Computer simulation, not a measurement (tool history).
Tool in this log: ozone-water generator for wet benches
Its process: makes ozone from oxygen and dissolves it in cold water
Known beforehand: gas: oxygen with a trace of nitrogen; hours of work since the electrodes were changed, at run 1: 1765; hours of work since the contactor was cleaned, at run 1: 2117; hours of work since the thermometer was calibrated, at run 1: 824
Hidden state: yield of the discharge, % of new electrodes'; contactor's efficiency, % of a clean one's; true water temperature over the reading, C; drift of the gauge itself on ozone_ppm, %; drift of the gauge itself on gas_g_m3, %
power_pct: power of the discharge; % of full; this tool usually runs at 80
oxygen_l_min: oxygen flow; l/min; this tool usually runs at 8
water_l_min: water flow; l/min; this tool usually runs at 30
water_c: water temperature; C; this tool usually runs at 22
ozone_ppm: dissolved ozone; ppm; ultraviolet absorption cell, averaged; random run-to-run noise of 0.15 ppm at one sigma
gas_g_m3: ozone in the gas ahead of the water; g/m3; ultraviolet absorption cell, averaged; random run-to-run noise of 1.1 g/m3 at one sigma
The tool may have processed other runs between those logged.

run,hour,power_pct,oxygen_l_min,water_l_min,water_c,hours of work since the electrodes were changed,hours of work since the contactor was cleaned,hours of work since the thermometer was calibrated,ozone_ppm,gas_g_m3
1,0,80,8,30,22,1765,2117,824,18.2,191
2,49.9,76,8,30,22,1806,2158,865,17.5,185.5
3,87.7,76,8,30,22,1837,2189,896,17.4,186.1
4,133.8,44,8,30,22,1875,2227,935,12,128.9
5,183.8,80,8,30,22,1917,2269,976,18,192
6,227.2,80,8,30,22,1953,2305,1012,18.1,192.4
7,264.5,80,8,30,22,1983,2336,1043,18.4,191.5
8,323.2,46,8,30,22,2032,2384,1091,12.5,132.1
9,356.4,80,8,30,22,2059,2412,1119,18.2,191.6
10,382.2,80,8,30,22,2081,2433,1140,18.1,190
11,430.8,80,8,30,22,2121,2473,1180,17.8,189.3
12,472.9,80,8,30,22,2156,2508,1215,18.4,191.8
13,526.4,80,8,30,22,2200,2552,1259,17.8,190.6
14,555,80,8,30,22,2224,2576,1283,18,190.2
15,604.2,80,8,30,22,2265,2617,1324,17.9,190.9
16,638.4,80,8,30,22,2293,2645,1352,17.9,190.5
17,671.1,80,8,30,22,2320,2672,1379,17.8,190.7
18,720.8,80,5.96,30,22,2361,2713,1420,17.4,216.3
19,773.3,80,4.95,34,25,2404,2756,1464,14.6,233.3
20,831.5,80,4.95,34,25,2453,2805,1512,14.4,233.4
21,895.2,80,4.21,31,22,2505,2857,1564,15.6,249.5
22,947.9,86,4.99,30,28,2549,2901,1608,16.3,244.2
23,993.9,86,4.99,30,29,2587,2939,1646,16.2,242.4
24,1041.8,86,4.99,21,29,2626,2979,1686,21.2,242.1
25,1091.7,46,5.42,30,22,2668,3020,1727,11.5,154.5
26,1122.3,46,5.42,30,22,2693,3045,1752,11.7,154.1
27,1169.1,46,4.53,29,22,2732,3084,1791,11.6,165.8
28,1215.3,70,4.53,29,16,2770,3122,1829,16.5,221.7
29,1274.6,49,4.53,29,16,2819,3171,1878,12.8,172.6
30,1303.4,72,7.95,37,22,2843,3195,1902,14.1,176
31,1333.2,73,8,30,22,2868,3220,1927,16.5,178.3
32,1370.2,73,8,38,25,2898,3250,1957,13.1,177.7
33,1416,73,8,38,25,2936,3288,1995,13.2,176.7
34,1442.5,65,8.07,25,25,2958,3310,2017,16.4,163.9

What if the next run were any one of these 3? Each begins from the tool's condition after run 34:
A,1489.4,95,8.07,25,19,2997,3349,2056,?,?
B,1489.4,80,9.97,30,22,2997,3349,2056,?,?
C,1489.4,80,8,30,23,2997,3349,2056,?,?

run,ozone_ppm,gas_g_m3
A,23.7,211.2
B,17.6,172
C,17.3,188.4
Without the tool's hidden state the same runs would have given:
run,ozone_ppm,gas_g_m3
A,26.1,223.7
B,19.3,181.1
C,19,198.4
